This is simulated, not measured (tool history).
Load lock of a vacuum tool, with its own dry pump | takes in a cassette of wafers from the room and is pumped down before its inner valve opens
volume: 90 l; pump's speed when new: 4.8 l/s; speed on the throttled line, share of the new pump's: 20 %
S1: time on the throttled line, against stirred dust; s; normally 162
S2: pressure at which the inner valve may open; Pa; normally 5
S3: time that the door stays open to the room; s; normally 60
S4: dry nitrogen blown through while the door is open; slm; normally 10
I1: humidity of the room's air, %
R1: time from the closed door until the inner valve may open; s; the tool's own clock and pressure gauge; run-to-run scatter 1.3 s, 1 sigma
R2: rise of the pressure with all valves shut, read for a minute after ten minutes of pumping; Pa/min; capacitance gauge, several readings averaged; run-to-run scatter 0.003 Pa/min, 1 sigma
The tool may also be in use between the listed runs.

run	day	S1	S2	S3	S4	I1	R1	R2
1	0.000	162	5	60	10	43.2	317.8	0.039
2	9.304	162	5	60	10	41.3	317.5	0.043
3	14.371	162	5	60	10	44.3	320.9	0.045
4	21.942	162	5	60	10	44.8	318.8	0.037
5	27.175	162	5	60	10	47.0	320.4	0.039
6	34.767	162	5	60	10	47.1	318.4	0.038
7	43.879	162	5	60	10	46.9	316.8	0.041
8	48.971	211	7	80	9	46.7	351.8	0.051
9	56.500	172	7	80	39	43.8	317.8	0.027
10	61.904	83	5	119	39	44.7	252.9	0.029

Forecast each of these 5 alternatives for the next run:
A	66.062	114	5	184	14	43.9	?	?
B	66.062	162	10	60	10	45.5	?	?
C	66.062	151	5	35	25	46.7	?	?
D	66.062	83	5	131	39	44.9	?	?
E	66.062	162	7	128	10	46.7	?	?

run	R1	R2
A	279.0	0.063
B	306.7	0.040
C	306.3	0.023
D	253.8	0.033
E	310.8	0.062
Take away the tool's hidden state, keep each run's random variation, and the runs would have read:
run	R1	R2
A	278.9	0.063
B	306.7	0.040
C	306.3	0.023
D	253.7	0.033
E	310.7	0.062
